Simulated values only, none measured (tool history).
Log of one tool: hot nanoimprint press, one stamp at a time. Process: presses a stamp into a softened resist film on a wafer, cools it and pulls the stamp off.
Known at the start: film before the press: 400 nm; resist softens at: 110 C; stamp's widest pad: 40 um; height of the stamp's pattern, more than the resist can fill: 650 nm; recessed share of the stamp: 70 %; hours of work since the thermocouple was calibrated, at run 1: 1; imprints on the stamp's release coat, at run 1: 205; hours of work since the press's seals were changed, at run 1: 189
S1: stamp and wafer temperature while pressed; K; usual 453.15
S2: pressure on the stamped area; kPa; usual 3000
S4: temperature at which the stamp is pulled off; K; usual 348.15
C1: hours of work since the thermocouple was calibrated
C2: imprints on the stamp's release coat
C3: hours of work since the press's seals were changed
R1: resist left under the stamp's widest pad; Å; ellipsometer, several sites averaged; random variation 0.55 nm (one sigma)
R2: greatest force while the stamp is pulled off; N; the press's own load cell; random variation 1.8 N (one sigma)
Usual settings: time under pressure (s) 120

run 1 hour=0.0 | S1=453.15 S2=3000 time_under_pressure_(s)=120 S4=348.15 | C1=1 C2=205 C3=189 | R1=2388 R2=124
run 2 hour=8.7 | S1=452.15 S2=3000 time_under_pressure_(s)=120 S4=348.15 | C1=5 C2=222 C3=193 | R1=2435 R2=126
run 3 hour=21.2 | S1=452.15 S2=3000 time_under_pressure_(s)=120 S4=348.15 | C1=11 C2=246 C3=199 | R1=2433 R2=125
run 4 hour=28.4 | S1=452.15 S2=3000 time_under_pressure_(s)=120 S4=348.15 | C1=14 C2=259 C3=202 | R1=2442 R2=124
run 5 hour=39.1 | S1=453.15 S2=3000 time_under_pressure_(s)=120 S4=348.15 | C1=20 C2=279 C3=207 | R1=2377 R2=125
run 6 hour=47.0 | S1=453.15 S2=3000 time_under_pressure_(s)=120 S4=348.15 | C1=23 C2=295 C3=211 | R1=2380 R2=123
run 7 hour=54.4 | S1=453.15 S2=3000 time_under_pressure_(s)=120 S4=348.15 | C1=27 C2=309 C3=215 | R1=2370 R2=122
run 8 hour=64.5 | S1=453.15 S2=3000 time_under_pressure_(s)=120 S4=348.15 | C1=32 C2=328 C3=220 | R1=2381 R2=121
run 9 hour=72.2 | S1=453.15 S2=3000 time_under_pressure_(s)=120 S4=356.15 | C1=35 C2=342 C3=223 | R1=2391 R2=111
run 10 hour=82.9 | S1=453.15 S2=3000 time_under_pressure_(s)=120 S4=356.15 | C1=40 C2=363 C3=228 | R1=2390 R2=110
run 11 hour=88.9 | S1=453.15 S2=3000 time_under_pressure_(s)=120 S4=356.15 | C1=43 C2=374 C3=231 | R1=2383 R2=109
run 12 hour=98.6 | S1=453.15 S2=3000 time_under_pressure_(s)=120 S4=356.15 | C1=48 C2=393 C3=236 | R1=2388 R2=109
run 13 hour=104.4 | S1=453.15 S2=4300 time_under_pressure_(s)=120 S4=348.15 | C1=51 C2=404 C3=239 | R1=1997 R2=125
run 14 hour=118.3 | S1=453.15 S2=4300 time_under_pressure_(s)=120 S4=348.15 | C1=57 C2=430 C3=245 | R1=1990 R2=122
run 15 hour=131.7 | S1=453.15 S2=4300 time_under_pressure_(s)=120 S4=348.15 | C1=63 C2=455 C3=251 | R1=1989 R2=126
run 16 hour=137.7 | S1=453.15 S2=4300 time_under_pressure_(s)=120 S4=348.15 | C1=66 C2=467 C3=254 | R1=2004 R2=121
run 17 hour=150.3 | S1=453.15 S2=3000 time_under_pressure_(s)=120 S4=338.15 | C1=72 C2=491 C3=260 | R1=2387 R2=140
run 18 hour=156.8 | S1=443.15 S2=2440 time_under_pressure_(s)=120 S4=354.15 | C1=75 C2=503 C3=263 | R1=3217 R2=116
run 19 hour=163.0 | S1=455.15 S2=3740 time_under_pressure_(s)=120 S4=348.15 | C1=78 C2=515 C3=266 | R1=2033 R2=122
run 20 hour=169.8 | S1=449.15 S2=3720 time_under_pressure_(s)=64 S4=337.15 | C1=82 C2=528 C3=270 | R1=2822 R2=142
run 21 hour=177.5 | S1=461.15 S2=4780 time_under_pressure_(s)=177 S4=337.15 | C1=85 C2=543 C3=273 | R1=1300 R2=139
run 22 hour=190.3 | S1=461.15 S2=4780 time_under_pressure_(s)=72 S4=337.15 | C1=91 C2=567 C3=279 | R1=1777 R2=142
run 23 hour=204.2 | S1=444.15 S2=1980 time_under_pressure_(s)=154 S4=333.15 | C1=98 C2=593 C3=286 | R1=3204 R2=148
run 24 hour=212.6 | S1=448.15 S2=1980 time_under_pressure_(s)=86 S4=333.15 | C1=102 C2=609 C3=290 | R1=3295 R2=144
run 25 hour=223.3 | S1=463.15 S2=3020 time_under_pressure_(s)=86 S4=336.15 | C1=107 C2=630 C3=295 | R1=2035 R2=145
run 26 hour=229.5 | S1=453.15 S2=3410 time_under_pressure_(s)=120 S4=348.15 | C1=110 C2=641 C3=298 | R1=2229 R2=126
run 27 hour=236.7 | S1=457.15 S2=3410 time_under_pressure_(s)=73 S4=345.15 | C1=113 C2=655 C3=301 | R1=2342 R2=130
run 28 hour=247.9 | S1=455.15 S2=3410 time_under_pressure_(s)=73 S4=350.15 | C1=119 C2=676 C3=307 | R1=2448 R2=122

Forecast each of these 5 alternatives for the next run:
run A hour=261.9 | S1=453.15 S2=1850 time_under_pressure_(s)=120 S4=348.15 | C1=125 C2=703 C3=313 | R1=? R2=?
run B hour=261.9 | S1=457.15 S2=4580 time_under_pressure_(s)=73 S4=350.15 | C1=125 C2=703 C3=313 | R1=? R2=?
run C hour=261.9 | S1=453.15 S2=1980 time_under_pressure_(s)=203 S4=348.15 | C1=125 C2=703 C3=313 | R1=? R2=?
run D hour=261.9 | S1=453.15 S2=3000 time_under_pressure_(s)=206 S4=348.15 | C1=125 C2=703 C3=313 | R1=? R2=?
run E hour=261.9 | S1=455.15 S2=3740 time_under_pressure_(s)=149 S4=349.15 | C1=125 C2=703 C3=313 | R1=? R2=?

run=A R1=2893 R2=123
run=B R1=2018 R2=119
run=C R1=2478 R2=125
run=D R1=2021 R2=122
run=E R1=1893 R2=124
Without the tool's hidden state the same runs would have given:
run=A R1=2892 R2=123
run=B R1=2017 R2=119
run=C R1=2477 R2=124
run=D R1=2020 R2=122
run=E R1=1892 R2=123
